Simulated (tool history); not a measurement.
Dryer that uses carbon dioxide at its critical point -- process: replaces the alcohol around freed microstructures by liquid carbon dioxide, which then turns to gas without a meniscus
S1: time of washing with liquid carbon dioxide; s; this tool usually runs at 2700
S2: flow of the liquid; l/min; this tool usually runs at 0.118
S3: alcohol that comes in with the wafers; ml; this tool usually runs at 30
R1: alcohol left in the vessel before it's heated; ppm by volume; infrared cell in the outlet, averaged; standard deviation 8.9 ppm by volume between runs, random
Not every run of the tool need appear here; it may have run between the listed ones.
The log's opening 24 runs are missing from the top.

| run | hour | S1 | S2 | S3 | R1 |
|---|---|---|---|---|---|
| 25 | 455.9 | 2700 | 0.118 | 69 | 1393 |
| 26 | 467.1 | 2880 | 0.175 | 31 | 220 |
| 27 | 490.0 | 2880 | 0.175 | 31 | 221 |
| 28 | 500.2 | 2700 | 0.118 | 26 | 639 |
| 29 | 516.4 | 2700 | 0.118 | 26 | 672 |
| 30 | 531.1 | 2700 | 0.118 | 103 | 2100 |
| 31 | 544.8 | 2820 | 0.192 | 30 | 216 |
| 32 | 562.7 | 2640 | 0.076 | 30 | 2563 |
| 33 | 587.9 | 3420 | 0.118 | 28 | 385 |
| 34 | 600.7 | 2700 | 0.118 | 70 | 1549 |

3 ways to go on from here, each from the tool as it stands after run 34. What would each give?
| A | 620.9 | 4080 | 0.118 | 41 | ? |
| B | 620.9 | 4140 | 0.174 | 38 | ? |
| C | 620.9 | 2700 | 0.081 | 70 | ? |

| run | R1 |
|---|---|
| A | 292 |
| B | 194 |
| C | 4833 |
What these runs would have given with no unlogged condition in the tool:
| run | R1 |
|---|---|
| A | 87 |
| B | 15 |
| C | 4046 |
